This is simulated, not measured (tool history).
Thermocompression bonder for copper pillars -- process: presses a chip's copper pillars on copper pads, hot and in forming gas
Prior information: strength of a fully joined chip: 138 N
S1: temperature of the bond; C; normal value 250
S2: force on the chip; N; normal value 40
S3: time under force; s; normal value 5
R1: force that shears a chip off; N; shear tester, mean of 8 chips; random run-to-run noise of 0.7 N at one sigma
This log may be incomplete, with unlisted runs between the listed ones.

run    hour   S1  S2  S3    R1
  1       0  250  40   5    64
  2    30.7  250  40   5    70
  3    73.3  250  40   5  68.7
  4   116.6  250  52   5  85.6
  5     153  247  52   5  81.9
  6   204.8  246  40   5  67.2
  7   238.2  250  40   5  69.1
  8   288.4  250  40   5  67.8
  9   318.9  250  40   5  65.8
 10   358.8  250  40   5  66.6
 11   396.5  250  40   5  65.6
 12     447  250  40   5  66.9
 13   490.4  250  40   5  65.2
 14   544.9  250  40   3  53.1
 15   582.6  250  40   3  53.8
 16   620.4  267  40   5  73.1
 17   651.4  250  40   7  77.1
 18   696.8  250  40   7  77.4
 19   744.3  250  40   7    76
 20   772.8  250  40   5  69.2
 21     811  237  27   5  41.2
 22     837  237  27   9  52.4
 23   891.7  237  39   3    47
 24   922.8  237  39   3  46.5
 25   949.1  237  27   6  43.5
 26   984.6  250  40  11  83.5
 27  1039.8  227  51  11  81.3
 28    1091  225  30  10  50.7
 29  1134.9  250  40  10  80.1
 30    1171  264  37  10    84
 31  1213.5  250  43   5  67.1
 32  1254.7  250  43   5  65.2
 33  1279.3  279  28  14  83.2
 34    1324  250  25  11  55.3
 35    1347  269  32   3    50
 36  1384.2  275  40   5  79.6
 37  1409.7  277  40   5  82.5
 38  1444.5  272  40   5  79.6
 39  1467.8  233  55   6  76.1
 40  1501.5  237  34   5  48.4

Removed from this log: 4 entries logged between the listed runs. Between which two listed runs does each belong, and how does the tool's hidden state at the listed run before it compare with that at the listed run after it?
From run 1 to run 2: heater calibrated with a thermocouple chip (hour 20.1)
  true temperature of the bond over the reading, C: -10.9 -> -1; force that reaches the chip, % of what is set: 100.7 -> 100.8; oxide that the forming gas leaves, % of the face: 1.29 -> 1.63
  difference, measured minus the result without the unlogged condition, R1: -6.9 -> -1 N
From run 16 to run 17: forming gas filter changed (hour 644.9)
  true temperature of the bond over the reading, C: -5 -> -5.2; force that reaches the chip, % of what is set: 102.8 -> 102.9; oxide that the forming gas leaves, % of the face: 8.97 -> 0.83
  difference, measured minus the result without the unlogged condition, R1: -8.2 -> -1.9 N
From run 35 to run 36: forming gas filter changed (hour 1362.6); force cell calibrated (hour 1373.3)
  true temperature of the bond over the reading, C: -9.9 -> -10.2; force that reaches the chip, % of what is set: 105.3 -> 100.5; oxide that the forming gas leaves, % of the face: 9.53 -> 0.7
  difference, measured minus the result without the unlogged condition, R1: -7.5 -> -5.8 N
